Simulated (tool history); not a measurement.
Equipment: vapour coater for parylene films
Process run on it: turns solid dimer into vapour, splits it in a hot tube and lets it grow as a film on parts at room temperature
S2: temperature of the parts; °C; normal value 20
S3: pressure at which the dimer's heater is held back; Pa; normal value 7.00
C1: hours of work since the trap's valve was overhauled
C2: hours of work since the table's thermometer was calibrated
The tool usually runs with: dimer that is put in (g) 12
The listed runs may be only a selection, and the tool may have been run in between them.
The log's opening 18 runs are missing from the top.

{"run": 19, "hour": 421.5, "dimer that is put in (g)": 12, "S2": 20, "S3": 7.0, "C1": 329, "C2": 758, "thickness of the film (um)": 7.57}
{"run": 20, "hour": 436.5, "dimer that is put in (g)": 12, "S2": 13, "S3": 7.0, "C1": 338, "C2": 767, "thickness of the film (um)": 9.54}
{"run": 21, "hour": 457.8, "dimer that is put in (g)": 12, "S2": 20, "S3": 4.44, "C1": 350, "C2": 779, "thickness of the film (um)": 8.2}
{"run": 22, "hour": 483.6, "dimer that is put in (g)": 12, "S2": 20, "S3": 4.44, "C1": 366, "C2": 795, "thickness of the film (um)": 8.04}
{"run": 23, "hour": 496.6, "dimer that is put in (g)": 12, "S2": 20, "S3": 4.44, "C1": 373, "C2": 802, "thickness of the film (um)": 8.05}
{"run": 24, "hour": 512.6, "dimer that is put in (g)": 14, "S2": 20, "S3": 7.0, "C1": 383, "C2": 812, "thickness of the film (um)": 8.74}
{"run": 25, "hour": 528.5, "dimer that is put in (g)": 14, "S2": 18, "S3": 11.11, "C1": 392, "C2": 821, "thickness of the film (um)": 8.84}
{"run": 26, "hour": 548.0, "dimer that is put in (g)": 14, "S2": 18, "S3": 11.11, "C1": 403, "C2": 833, "thickness of the film (um)": 8.74}
{"run": 27, "hour": 565.6, "dimer that is put in (g)": 9, "S2": 16, "S3": 7.0, "C1": 414, "C2": 843, "thickness of the film (um)": 6.51}
{"run": 28, "hour": 586.2, "dimer that is put in (g)": 14, "S2": 16, "S3": 7.0, "C1": 426, "C2": 855, "thickness of the film (um)": 10.14}
{"run": 29, "hour": 603.3, "dimer that is put in (g)": 5, "S2": 29, "S3": 10.54, "C1": 436, "C2": 865, "thickness of the film (um)": 2.15}
{"run": 30, "hour": 616.9, "dimer that is put in (g)": 19, "S2": 26, "S3": 9.01, "C1": 444, "C2": 873, "thickness of the film (um)": 9.31}
{"run": 31, "hour": 647.0, "dimer that is put in (g)": 19, "S2": 24, "S3": 9.01, "C1": 462, "C2": 891, "thickness of the film (um)": 9.97}
{"run": 32, "hour": 660.5, "dimer that is put in (g)": 18, "S2": 24, "S3": 7.81, "C1": 470, "C2": 899, "thickness of the film (um)": 9.65}
{"run": 33, "hour": 678.3, "dimer that is put in (g)": 12, "S2": 27, "S3": 2.98, "C1": 480, "C2": 909, "thickness of the film (um)": 6.68}
{"run": 34, "hour": 695.5, "dimer that is put in (g)": 9, "S2": 24, "S3": 7.0, "C1": 490, "C2": 920, "thickness of the film (um)": 4.91}

What does the tool deliver on the next run?
{"run": 35, "hour": 710.4, "dimer that is put in (g)": 6, "S2": 20, "S3": 8.54, "C1": 499, "C2": 928, "thickness of the film (um)": "?"}

thickness of the film (um): 3.66
With no hidden state in the tool, this same run would have given thickness of the film (um) 3.76.

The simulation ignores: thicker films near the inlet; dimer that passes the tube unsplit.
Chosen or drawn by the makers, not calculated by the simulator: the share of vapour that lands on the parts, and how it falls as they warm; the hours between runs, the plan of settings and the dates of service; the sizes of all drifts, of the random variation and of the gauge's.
